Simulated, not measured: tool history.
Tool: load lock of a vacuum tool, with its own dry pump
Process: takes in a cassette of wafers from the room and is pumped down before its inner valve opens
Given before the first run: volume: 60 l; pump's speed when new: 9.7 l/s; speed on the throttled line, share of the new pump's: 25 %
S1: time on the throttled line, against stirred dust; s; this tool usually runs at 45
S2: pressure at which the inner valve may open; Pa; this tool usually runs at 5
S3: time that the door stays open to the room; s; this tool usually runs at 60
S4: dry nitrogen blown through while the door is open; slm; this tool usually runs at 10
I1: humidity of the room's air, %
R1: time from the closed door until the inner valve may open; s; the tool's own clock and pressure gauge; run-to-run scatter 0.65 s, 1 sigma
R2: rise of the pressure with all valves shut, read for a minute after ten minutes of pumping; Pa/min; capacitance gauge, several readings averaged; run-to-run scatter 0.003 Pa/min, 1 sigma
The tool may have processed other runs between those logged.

Run 1, hour 0.0: usual settings; I1 48.5. Result: R1 101.0 s, R2 0.064 Pa/min.
Run 2, hour 115.9: usual settings but S2 8 Pa; I1 47.0. Result: R1 97.0 s, R2 0.059 Pa/min.
Run 3, hour 310.3: usual settings but S2 8 Pa; I1 42.7. Result: R1 97.4 s, R2 0.062 Pa/min.
Run 4, hour 576.9: usual settings but S2 8 Pa; I1 47.7. Result: R1 96.7 s, R2 0.070 Pa/min.
Run 5, hour 737.8: usual settings but S2 8 Pa; I1 46.2. Result: R1 96.8 s, R2 0.066 Pa/min.
Run 6, hour 951.2: usual settings but S2 8 Pa; I1 46.3. Result: R1 97.9 s, R2 0.068 Pa/min.
Run 7, hour 1062.4: usual settings but S2 8 Pa; I1 46.4. Result: R1 97.2 s, R2 0.073 Pa/min.
Run 8, hour 1221.2: usual settings but S2 8 Pa; I1 43.9. Result: R1 97.9 s, R2 0.077 Pa/min.
Run 9, hour 1463.6: usual settings but S4 37 slm; I1 46.3. Result: R1 100.7 s, R2 0.060 Pa/min.
Run 10, hour 1584.4: usual settings but S1 24 s, S2 7 Pa; I1 44.5. Result: R1 83.4 s, R2 0.087 Pa/min.
Run 11, hour 1739.6: usual settings; I1 46.6. Result: R1 101.3 s, R2 0.084 Pa/min.
Run 12, hour 1911.3: usual settings; I1 45.3. Result: R1 101.3 s, R2 0.081 Pa/min.
Run 13, hour 2176.0: usual settings but S3 134 s, S4 8 slm; I1 43.4. Result: R1 101.9 s, R2 0.106 Pa/min.
Run 14, hour 2339.0: usual settings but S3 134 s, S4 8 slm; I1 44.6. Result: R1 103.1 s, R2 0.104 Pa/min.
Run 15, hour 2507.6: usual settings but S1 39 s, S2 9 Pa, S3 134 s, S4 40 slm; I1 46.4. Result: R1 94.2 s, R2 0.082 Pa/min.
Run 16, hour 2758.4: usual settings but S1 58 s, S2 9 Pa, S3 186 s, S4 5 slm; I1 42.5. Result: R1 107.1 s, R2 0.127 Pa/min.
Run 17, hour 2894.4: usual settings but S1 58 s, S2 9 Pa, S3 186 s, S4 5 slm; I1 45.9. Result: R1 107.7 s, R2 0.140 Pa/min.
Run 18, hour 3044.7: usual settings but S1 57 s, S2 9 Pa, S3 186 s, S4 5 slm; I1 46.3. Result: R1 106.5 s, R2 0.136 Pa/min.

Predict each of these 5 candidate next runs independently; none follows another, all start after run 18:
Run A, hour 3231.2: usual settings but S1 57 s, S2 9 Pa, S3 91 s, S4 5 slm; I1 43.4. Result: R1 ?, R2 ?.
Run B, hour 3231.2: usual settings but S1 38 s; I1 41.8. Result: R1 ?, R2 ?.
Run C, hour 3231.2: usual settings but S1 57 s, S2 9 Pa, S3 186 s, S4 5 slm; I1 44.7. Result: R1 ?, R2 ?.
Run D, hour 3231.2: usual settings but S1 57 s, S2 9 Pa, S3 158 s, S4 11 slm; I1 44.0. Result: R1 ?, R2 ?.
Run E, hour 3231.2: usual settings but S1 57 s, S2 9 Pa, S3 186 s, S4 5 slm; I1 45.7. Result: R1 ?, R2 ?.

run     R1     R2
  A  107.3  0.124
  B   98.0  0.109
  C  105.0  0.141
  D  107.2  0.117
  E  107.1  0.143
Stripped of hidden state, with their random variation kept, the same runs would have yielded:
run     R1     R2
  A  101.6  0.044
  B   91.1  0.028
  C   99.4  0.062
  D  101.5  0.037
  E  101.4  0.063
